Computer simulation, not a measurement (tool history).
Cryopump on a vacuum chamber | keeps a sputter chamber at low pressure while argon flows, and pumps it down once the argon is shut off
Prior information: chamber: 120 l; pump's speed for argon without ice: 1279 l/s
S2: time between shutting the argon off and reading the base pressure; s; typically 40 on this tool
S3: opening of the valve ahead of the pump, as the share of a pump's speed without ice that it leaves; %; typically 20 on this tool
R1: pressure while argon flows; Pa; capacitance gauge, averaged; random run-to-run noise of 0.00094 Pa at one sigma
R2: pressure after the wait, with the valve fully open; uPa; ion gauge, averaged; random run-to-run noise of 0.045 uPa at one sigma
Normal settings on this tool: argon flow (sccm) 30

{"run": 1, "hour": 0.0, "argon flow (sccm)": 30, "S2": 40, "S3": 20, "R1": 0.2058, "R2": 3.23}
{"run": 2, "hour": 19.1, "argon flow (sccm)": 34, "S2": 40, "S3": 20, "R1": 0.234, "R2": 3.33}
{"run": 3, "hour": 34.1, "argon flow (sccm)": 31, "S2": 40, "S3": 20, "R1": 0.2159, "R2": 3.28}
{"run": 4, "hour": 61.1, "argon flow (sccm)": 30, "S2": 40, "S3": 20, "R1": 0.2074, "R2": 3.25}
{"run": 5, "hour": 91.9, "argon flow (sccm)": 30, "S2": 40, "S3": 20, "R1": 0.208, "R2": 3.31}
{"run": 6, "hour": 124.2, "argon flow (sccm)": 30, "S2": 84, "S3": 20, "R1": 0.2087, "R2": 2.14}
{"run": 7, "hour": 148.9, "argon flow (sccm)": 45, "S2": 84, "S3": 20, "R1": 0.3123, "R2": 2.06}
{"run": 8, "hour": 167.9, "argon flow (sccm)": 43, "S2": 84, "S3": 20, "R1": 0.2996, "R2": 2.02}
{"run": 9, "hour": 202.0, "argon flow (sccm)": 43, "S2": 84, "S3": 20, "R1": 0.2998, "R2": 2.18}
{"run": 10, "hour": 221.6, "argon flow (sccm)": 43, "S2": 84, "S3": 20, "R1": 0.2977, "R2": 2.1}
{"run": 11, "hour": 255.3, "argon flow (sccm)": 30, "S2": 134, "S3": 37, "R1": 0.117, "R2": 1.74}
{"run": 12, "hour": 279.6, "argon flow (sccm)": 18, "S2": 108, "S3": 37, "R1": 0.0715, "R2": 1.84}
{"run": 13, "hour": 311.9, "argon flow (sccm)": 30, "S2": 213, "S3": 19, "R1": 0.2212, "R2": 1.5}
{"run": 14, "hour": 327.3, "argon flow (sccm)": 38, "S2": 213, "S3": 19, "R1": 0.2783, "R2": 1.56}
{"run": 15, "hour": 342.7, "argon flow (sccm)": 38, "S2": 213, "S3": 19, "R1": 0.2795, "R2": 1.49}
{"run": 16, "hour": 369.6, "argon flow (sccm)": 38, "S2": 213, "S3": 19, "R1": 0.2803, "R2": 1.58}
{"run": 17, "hour": 385.0, "argon flow (sccm)": 28, "S2": 59, "S3": 29, "R1": 0.1396, "R2": 2.82}
{"run": 18, "hour": 409.9, "argon flow (sccm)": 28, "S2": 59, "S3": 29, "R1": 0.1409, "R2": 2.83}
{"run": 19, "hour": 430.1, "argon flow (sccm)": 30, "S2": 22, "S3": 50, "R1": 0.0927, "R2": 5.68}

Branching from run 19: 5 alternative next runs. What would each branch give?
{"run": "A", "hour": 461.8, "argon flow (sccm)": 28, "S2": 22, "S3": 23, "R1": "?", "R2": "?"}
{"run": "B", "hour": 461.8, "argon flow (sccm)": 30, "S2": 76, "S3": 56, "R1": "?", "R2": "?"}
{"run": "C", "hour": 461.8, "argon flow (sccm)": 30, "S2": 41, "S3": 50, "R1": "?", "R2": "?"}
{"run": "D", "hour": 461.8, "argon flow (sccm)": 13, "S2": 124, "S3": 20, "R1": "?", "R2": "?"}
{"run": "E", "hour": 461.8, "argon flow (sccm)": 27, "S2": 70, "S3": 20, "R1": "?", "R2": "?"}

run=A R1=0.1743 R2=5.52
run=B R1=0.0837 R2=2.4
run=C R1=0.0934 R2=3.53
run=D R1=0.0921 R2=2.04
run=E R1=0.1909 R2=2.6
With no hidden state in the tool, these same runs would have given:
run=A R1=0.1616 R2=4.62
run=B R1=0.0701 R2=1.49
run=C R1=0.0798 R2=2.61
run=D R1=0.0862 R2=1.09
run=E R1=0.1787 R2=1.67
